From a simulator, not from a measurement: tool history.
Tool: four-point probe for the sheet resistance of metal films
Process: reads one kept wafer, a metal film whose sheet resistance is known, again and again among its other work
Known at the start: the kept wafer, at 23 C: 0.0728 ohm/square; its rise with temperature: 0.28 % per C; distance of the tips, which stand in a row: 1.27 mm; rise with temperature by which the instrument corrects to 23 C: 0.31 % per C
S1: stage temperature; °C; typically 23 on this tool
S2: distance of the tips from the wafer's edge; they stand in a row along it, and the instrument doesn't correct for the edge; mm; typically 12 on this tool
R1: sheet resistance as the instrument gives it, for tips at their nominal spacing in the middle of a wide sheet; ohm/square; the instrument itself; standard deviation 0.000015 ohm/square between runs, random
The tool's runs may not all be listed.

run   hour  S1  S2        R1
  1      0  23  12  0.073461
  2   22.8  23  12   0.07343
  3     47  23  12  0.073459
  4   88.8  18  12  0.073545
  5  120.2  28  12  0.073396
  6    150  28  12  0.073369
  7  190.3  28  12  0.073402
  8  225.5  23  12  0.073477
  9  251.1  23  12   0.07348
 10  276.8  23  12  0.073516
 11  304.7  23  12   0.07352
 12  340.9  23  12  0.073532
 13  368.8  23  12  0.073562
 14  387.5  23  31  0.073155
 15  419.6  23  31  0.073152
     422.2  -- stage's thermometer calibrated
 16  444.2  27   7  0.074326
 17    474  20  18  0.073375
 18  505.1  22   5  0.075607
 19  544.1  27   8  0.074051
 20  584.4  27   8  0.074051
     602.1  -- stage's thermometer calibrated, once more
 21  602.1  27  50  0.073049
 22  637.1  23   7  0.074365
 23  670.7  32   6  0.074675
 24  707.3  29  20   0.07318
 25  732.1  26  11  0.073573
 26  770.4  20   3  0.079562

Here are 3 independent what-if runs from the current tool condition. What would each one return?
  A  787.4  25  21   ?
  B  787.4  23   4   ?
  C  787.4  24  10   ?

run        R1
  A  0.073231
  B  0.076845
  C  0.073714
With no hidden state in the tool, these same runs would have given:
run        R1
  A  0.072915
  B  0.076515
  C  0.073396

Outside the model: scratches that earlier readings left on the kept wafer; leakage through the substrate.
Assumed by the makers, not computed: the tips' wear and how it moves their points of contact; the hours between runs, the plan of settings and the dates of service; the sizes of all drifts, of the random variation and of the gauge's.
